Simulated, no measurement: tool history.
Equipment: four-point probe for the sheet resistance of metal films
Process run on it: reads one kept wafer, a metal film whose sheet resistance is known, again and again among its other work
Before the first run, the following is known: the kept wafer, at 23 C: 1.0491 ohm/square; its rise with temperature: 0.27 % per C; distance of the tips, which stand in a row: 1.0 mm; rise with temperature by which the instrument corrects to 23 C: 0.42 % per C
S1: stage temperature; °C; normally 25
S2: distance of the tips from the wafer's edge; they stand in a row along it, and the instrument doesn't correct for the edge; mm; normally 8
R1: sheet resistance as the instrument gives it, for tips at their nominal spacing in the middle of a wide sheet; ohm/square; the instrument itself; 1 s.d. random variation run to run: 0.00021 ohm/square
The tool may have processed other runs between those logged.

run 1 hour=0 | S1=25 S2=8 | R1=1.060946
run 2 hour=33.6 | S1=25 S2=8 | R1=1.060761
run 3 hour=77.4 | S1=25 S2=4 | R1=1.085878
run 4 hour=109.4 | S1=25 S2=8 | R1=1.060609
run 5 hour=152.5 | S1=25 S2=8 | R1=1.060255
run 6 hour=206.1 | S1=25 S2=26 | R1=1.05232
run 7 hour=236.6 | S1=25 S2=26 | R1=1.051864
run 8 hour=277.6 | S1=33 S2=8 | R1=1.047677
run 9 hour=317.3 | S1=25 S2=7 | R1=1.062268
run 10 hour=352.3 | S1=25 S2=8 | R1=1.059249
run 11 hour=406.3 | S1=25 S2=8 | R1=1.059395
run 12 hour=432.5 | S1=25 S2=4 | R1=1.084794
run 13 hour=462.7 | S1=25 S2=4 | R1=1.084248
run 14 hour=512.6 | S1=25 S2=8 | R1=1.058799
run 15 hour=540.4 | S1=25 S2=21 | R1=1.051314
-- hour=543.4 stage's thermometer calibrated
run 16 hour=581 | S1=25 S2=21 | R1=1.051449
run 17 hour=614.5 | S1=25 S2=21 | R1=1.051307
-- hour=634.2 stage's thermometer calibrated, once more
run 18 hour=646.1 | S1=25 S2=32 | R1=1.051046
run 19 hour=677.4 | S1=25 S2=32 | R1=1.051041
run 20 hour=700.6 | S1=20 S2=8 | R1=1.067334
run 21 hour=739.1 | S1=20 S2=8 | R1=1.067204
run 22 hour=781.1 | S1=20 S2=6 | R1=1.073766
run 23 hour=833.4 | S1=20 S2=6 | R1=1.07367
run 24 hour=869.1 | S1=20 S2=6 | R1=1.073305
run 25 hour=894.4 | S1=20 S2=6 | R1=1.073476
run 26 hour=919.6 | S1=20 S2=6 | R1=1.073418
run 27 hour=953.4 | S1=31 S2=23 | R1=1.041768
run 28 hour=996.6 | S1=31 S2=23 | R1=1.041181
run 29 hour=1039.1 | S1=23 S2=8 | R1=1.061509
run 30 hour=1064.7 | S1=34 S2=6 | R1=1.051101
run 31 hour=1095.1 | S1=19 S2=7 | R1=1.07064
run 32 hour=1137.5 | S1=34 S2=4 | R1=1.06898
run 33 hour=1189.7 | S1=25 S2=10 | R1=1.054779
run 34 hour=1237.4 | S1=25 S2=10 | R1=1.054427
run 35 hour=1266.2 | S1=25 S2=10 | R1=1.054379
run 36 hour=1290.5 | S1=25 S2=4 | R1=1.082871
run 37 hour=1325.1 | S1=25 S2=4 | R1=1.082435
run 38 hour=1377.1 | S1=25 S2=4 | R1=1.082419
run 39 hour=1406.9 | S1=25 S2=4 | R1=1.082123
run 40 hour=1457.2 | S1=25 S2=4 | R1=1.082307
run 41 hour=1504.3 | S1=25 S2=27 | R1=1.048797

Measured less the same run without the tool's hidden state. The same run-to-run variation is in both; the gauge's scatter may not be:
Hidden conditions of the tool in this case: inner tips' distance over the nominal, %; tips' flats over new ones', %; wafer's true temperature over the reading, C; drift of the gauge itself on sheet_ohm, %.
run=1 R1=+0.006178
run=2 R1=+0.006055
run=3 R1=+0.006041
run=4 R1=+0.005797
run=5 R1=+0.005635
run=6 R1=+0.005399
run=7 R1=+0.005293
run=8 R1=+0.005143
run=9 R1=+0.005056
run=10 R1=+0.004918
run=11 R1=+0.004725
run=12 R1=+0.004725
run=13 R1=+0.004621
run=14 R1=+0.004353
run=15 R1=+0.004228
run=16 R1=+0.003951
run=17 R1=+0.003835
run=18 R1=+0.004741
run=19 R1=+0.00464
run=20 R1=+0.00463
run=21 R1=+0.004498
run=22 R1=+0.004397
run=23 R1=+0.004213
run=24 R1=+0.004093
run=25 R1=+0.004011
run=26 R1=+0.003913
run=27 R1=+0.003686
run=28 R1=+0.003539
run=29 R1=+0.003464
run=30 R1=+0.003345
run=31 R1=+0.003308
run=32 R1=+0.003159
run=33 R1=+0.002948
run=34 R1=+0.002779
run=35 R1=+0.002675
run=36 R1=+0.002653
run=37 R1=+0.002541
run=38 R1=+0.002359
run=39 R1=+0.002246
run=40 R1=+0.002055
run=41 R1=+0.00184
